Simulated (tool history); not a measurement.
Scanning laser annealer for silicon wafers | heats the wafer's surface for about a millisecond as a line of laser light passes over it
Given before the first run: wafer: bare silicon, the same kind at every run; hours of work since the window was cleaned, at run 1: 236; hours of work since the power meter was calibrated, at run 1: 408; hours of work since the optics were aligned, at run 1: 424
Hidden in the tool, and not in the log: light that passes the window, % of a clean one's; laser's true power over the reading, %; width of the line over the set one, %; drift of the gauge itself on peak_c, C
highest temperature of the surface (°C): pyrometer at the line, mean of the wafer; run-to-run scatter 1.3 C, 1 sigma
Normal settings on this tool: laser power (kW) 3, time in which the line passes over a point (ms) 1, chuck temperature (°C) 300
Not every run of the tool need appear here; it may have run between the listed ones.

run	hour	laser power (kW)	time in which the line passes over a point (ms)	chuck temperature (°C)	hours of work since the window was cleaned	hours of work since the power meter was calibrated	hours of work since the optics were aligned	highest temperature of the surface (°C)
1	0	3	1	300	236	408	424	1092
2	10.8	3	0.74	300	241	413	429	984
3	28.1	3	0.74	300	249	421	436	982
4	39.1	2.923	1	300	254	426	441	1071
5	54	2.923	1	300	260	432	448	1068
6	70.9	2.923	1	300	268	440	455	1066
7	88.8	2.923	1	300	276	448	463	1067
8	104.9	2.965	1	300	283	455	471	1079
9	124.3	2.965	1	300	292	464	479	1080
10	144.3	2.955	1	300	301	473	488	1075
11	159	2.955	1	300	307	479	495	1074
12	169.6	2.955	1	300	312	484	499	1073
13	181.2	2.955	1	300	317	489	505	1074
14	193.3	2.55	0.74	300	322	494	510	863
15	213	2.935	0.84	300	331	503	519	1005
16	231.8	2.935	0.84	300	340	512	527	1004
17	248.3	2.996	0.84	300	347	519	534	1022
18	269.8	2.565	1	300	356	529	544	958
19	295.4	2.565	1	300	368	540	555	957
20	306.3	2.871	1	287	373	545	560	1034
21	320.9	2.871	0.81	337	379	551	567	1008
22	344	3	1	336	390	562	577	1120
23	366.7	3	1	336	400	572	587	1124
24	391.4	3.211	1.05	278	411	583	598	1145
25	412.2	3	0.97	326	420	592	607	1096
26	435.4	2.676	0.89	331	430	602	618	982

Forecast each of these 5 alternatives for the next run:
A	447	3	0.89	300	435	607	623	?
B	447	3.102	1.09	300	435	607	623	?
C	447	2.552	0.89	279	435	607	623	?
D	447	2.887	0.8	263	435	607	623	?
E	447	3.247	1	287	435	607	623	?

run	highest temperature of the surface (°C)
A	1042
B	1147
C	892
D	934
E	1143
With the hidden condition removed and each run's random variation left untouched, the same runs would have given:
run	highest temperature of the surface (°C)
A	1064
B	1172
C	911
D	954
E	1169
